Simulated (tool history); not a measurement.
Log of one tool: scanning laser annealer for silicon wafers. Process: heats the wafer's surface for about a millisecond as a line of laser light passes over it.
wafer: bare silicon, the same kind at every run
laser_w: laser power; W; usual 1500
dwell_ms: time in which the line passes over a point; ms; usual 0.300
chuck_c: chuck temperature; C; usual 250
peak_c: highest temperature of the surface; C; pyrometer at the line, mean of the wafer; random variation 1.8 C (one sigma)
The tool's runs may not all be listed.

run    hour  laser_w  dwell_ms  chuck_c  peak_c
  1     0.0     1500     0.300      250    1045
  2    32.6     1500     0.300      250    1043
  3    64.1     1500     0.316      250    1061
  4    89.6     1500     0.300      250    1041
  5   128.3     1500     0.300      250    1043
  6   154.4     1500     0.300      250    1041
  7   189.6     1500     0.270      250    1001
      229.0  -- window over the wafer cleaned
  8   230.2     1650     0.300      250    1163
  9   269.5     1650     0.300      281    1189
 10   302.4     1650     0.300      281    1192
 11   339.1     1500     0.300      250    1054
 12   356.3     1500     0.300      250    1054
 13   375.7     1500     0.300      250    1054
 14   401.1     1500     0.300      250    1049
      407.4  -- laser's power meter calibrated
 15   433.0     1451     0.300      250    1018
 16   453.7     1451     0.300      250    1018
      477.2  -- laser's power meter calibrated, once more
 17   484.2     1451     0.300      275    1042
 18   519.3     1451     0.300      275    1045
 19   544.6     1451     0.300      275    1041
 20   575.1     1533     0.300      275    1097
 21   604.7     1598     0.233      258    1033
 22   629.0     1598     0.233      258    1032
 23   656.9     1443     0.276      274    1007
 24   681.4     1443     0.276      274    1005
 25   722.2     1571     0.300      250    1094
 26   764.1     1571     0.300      250    1096
 27   785.2     1571     0.300      250    1093
 28   807.5     1284     0.300      250     902
 29   827.7     1387     0.344      216     977
 30   851.1     1500     0.300      229    1025
 31   883.6     1500     0.300      229    1022
 32   920.5     1500     0.317      277    1089
 33   941.3     1335     0.370      249     997
 34   964.6     1409     0.324      239     996
 35   995.4     1409     0.324      239     990
 36  1020.4     1623     0.300      250    1125
 37  1052.4     1320     0.300      250     920
 38  1093.4     1320     0.300      250     922
 39  1129.3     1320     0.300      250     918

Hidden state or all else? Some run-to-run changes of peak_c, split into what the settings, what came in and random variation would give without the hidden state, and what is left for the hidden state (with any gauge scatter that isn't in both results):
The hidden state here: light that passes the window, % of a clean one's; laser's true power over the reading, %; width of the line over the set one, %; drift of the gauge itself on peak_c, C.
Run 7 -> 8: laser_w 1500 -> 1650, dwell_ms 0.270 -> 0.300, window over the wafer cleaned. peak_c +162 C: hidden state +13, all else +149.
Run 24 -> 25: laser_w 1443 -> 1571, dwell_ms 0.276 -> 0.300, chuck_c 274 -> 250. peak_c +89 C: hidden state -4, all else +93.
Run 27 -> 28: laser_w 1571 -> 1284. peak_c -191 C: hidden state +4, all else -195.
Run 36 -> 37: laser_w 1623 -> 1320. peak_c -205 C: hidden state +5, all else -210.
